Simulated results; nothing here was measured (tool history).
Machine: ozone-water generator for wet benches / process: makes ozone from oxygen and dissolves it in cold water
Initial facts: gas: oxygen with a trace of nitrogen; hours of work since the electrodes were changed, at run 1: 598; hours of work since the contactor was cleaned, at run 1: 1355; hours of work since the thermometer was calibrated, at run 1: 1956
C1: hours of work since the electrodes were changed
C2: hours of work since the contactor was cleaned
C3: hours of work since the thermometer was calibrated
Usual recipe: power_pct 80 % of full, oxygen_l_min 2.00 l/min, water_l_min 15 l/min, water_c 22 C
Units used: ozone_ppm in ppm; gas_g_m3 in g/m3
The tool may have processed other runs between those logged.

Run 1, hour 0.0: usual settings; C1 598; C2 1355; C3 1956. Result: ozone_ppm 17.3 ppm, gas_g_m3 290.8 g/m3.
Run 2, hour 25.3: usual settings; C1 622; C2 1379; C3 1980. Result: ozone_ppm 17.4 ppm, gas_g_m3 290.9 g/m3.
Run 3, hour 47.3: usual settings but oxygen_l_min 2.74 l/min; C1 643; C2 1400; C3 2001. Result: ozone_ppm 17.7 ppm, gas_g_m3 242.0 g/m3.
Run 4, hour 68.7: usual settings but power_pct 45 % of full, oxygen_l_min 2.74 l/min; C1 664; C2 1420; C3 2022. Result: ozone_ppm 10.4 ppm, gas_g_m3 142.8 g/m3.
Run 5, hour 95.0: usual settings but power_pct 45 % of full, oxygen_l_min 2.74 l/min; C1 689; C2 1446; C3 2047. Result: ozone_ppm 10.5 ppm, gas_g_m3 145.2 g/m3.
Run 6, hour 115.0: usual settings but water_l_min 12 l/min; C1 708; C2 1465; C3 2066. Result: ozone_ppm 21.7 ppm, gas_g_m3 287.4 g/m3.
Run 7, hour 131.7: usual settings but water_l_min 12 l/min; C1 724; C2 1480; C3 2082. Result: ozone_ppm 21.7 ppm, gas_g_m3 293.4 g/m3.
Run 8, hour 165.4: usual settings but water_c 24 C; C1 756; C2 1513; C3 2114. Result: ozone_ppm 16.7 ppm, gas_g_m3 291.2 g/m3.
Run 9, hour 195.7: usual settings but water_c 24 C; C1 785; C2 1541; C3 2143. Result: ozone_ppm 16.8 ppm, gas_g_m3 290.2 g/m3.
Run 10, hour 227.5: usual settings but water_c 24 C; C1 815; C2 1572; C3 2173. Result: ozone_ppm 16.9 ppm, gas_g_m3 288.4 g/m3.
At hour 234.5: contactor cleaned.
Run 11, hour 264.6: usual settings; C1 846; C2 29; C3 2204. Result: ozone_ppm 16.8 ppm, gas_g_m3 289.0 g/m3.
Run 12, hour 293.6: usual settings; C1 874; C2 56; C3 2232. Result: ozone_ppm 17.4 ppm, gas_g_m3 289.4 g/m3.
Run 13, hour 325.4: usual settings; C1 904; C2 87; C3 2262. Result: ozone_ppm 17.3 ppm, gas_g_m3 291.8 g/m3.
Run 14, hour 351.8: usual settings but water_c 17 C; C1 930; C2 112; C3 2287. Result: ozone_ppm 18.2 ppm, gas_g_m3 289.5 g/m3.
Run 15, hour 369.7: usual settings but water_l_min 10 l/min; C1 947; C2 129; C3 2304. Result: ozone_ppm 25.6 ppm, gas_g_m3 291.3 g/m3.
Run 16, hour 394.2: usual settings but water_l_min 10 l/min; C1 970; C2 152; C3 2328. Result: ozone_ppm 25.4 ppm, gas_g_m3 288.5 g/m3.
Run 17, hour 421.6: usual settings but oxygen_l_min 1.16 l/min, water_l_min 12 l/min, water_c 25 C; C1 996; C2 178; C3 2354. Result: ozone_ppm 19.6 ppm, gas_g_m3 397.8 g/m3.
At hour 434.5: contactor cleaned, once more.
Run 18, hour 454.8: usual settings but power_pct 65 % of full, oxygen_l_min 1.16 l/min, water_l_min 12 l/min, water_c 18 C; C1 1024; C2 19; C3 2382. Result: ozone_ppm 17.7 ppm, gas_g_m3 333.1 g/m3.
Run 19, hour 479.7: usual settings but power_pct 65 % of full, oxygen_l_min 1.16 l/min, water_l_min 12 l/min, water_c 14 C; C1 1047; C2 43; C3 2405. Result: ozone_ppm 18.1 ppm, gas_g_m3 330.9 g/m3.
Run 20, hour 500.6: usual settings but water_l_min 16 l/min; C1 1067; C2 63; C3 2425. Result: ozone_ppm 16.6 ppm, gas_g_m3 289.5 g/m3.
Run 21, hour 527.2: usual settings but power_pct 81 % of full, oxygen_l_min 2.31 l/min, water_c 21 C; C1 1093; C2 88; C3 2451. Result: ozone_ppm 18.0 ppm, gas_g_m3 270.6 g/m3.
Run 22, hour 554.1: usual settings but power_pct 73 % of full, water_c 14 C; C1 1118; C2 114; C3 2476. Result: ozone_ppm 17.3 ppm, gas_g_m3 266.0 g/m3.
Run 23, hour 587.3: usual settings but power_pct 73 % of full, water_c 14 C; C1 1150; C2 146; C3 2508. Result: ozone_ppm 17.4 ppm, gas_g_m3 266.6 g/m3.
Run 24, hour 607.5: usual settings but water_l_min 24 l/min; C1 1169; C2 165; C3 2527. Result: ozone_ppm 10.3 ppm, gas_g_m3 288.9 g/m3.
Run 25, hour 634.9: usual settings but power_pct 60 % of full, oxygen_l_min 1.19 l/min, water_l_min 14 l/min, water_c 27 C; C1 1195; C2 191; C3 2553. Result: ozone_ppm 13.3 ppm, gas_g_m3 301.2 g/m3.

Each row is a separate what-if for the run after 25, all from the same tool condition, not one after another. Results?
Run A, hour 660.0: usual settings but power_pct 60 % of full, oxygen_l_min 1.19 l/min, water_l_min 9 l/min, water_c 27 C; C1 1219; C2 215; C3 2577. Result: ozone_ppm ?, gas_g_m3 ?.
Run B, hour 660.0: usual settings but power_pct 43 % of full, oxygen_l_min 1.07 l/min; C1 1219; C2 215; C3 2577. Result: ozone_ppm ?, gas_g_m3 ?.
Run C, hour 660.0: usual settings but power_pct 52 % of full; C1 1219; C2 215; C3 2577. Result: ozone_ppm ?, gas_g_m3 ?.

run  ozone_ppm  gas_g_m3
  A       20.3     303.4
  B        9.2     239.2
  C       11.8     195.2
What these runs would have given with no unlogged condition in the tool:
run  ozone_ppm  gas_g_m3
  A       20.6     305.6
  B        9.3     240.3
  C       12.0     196.3
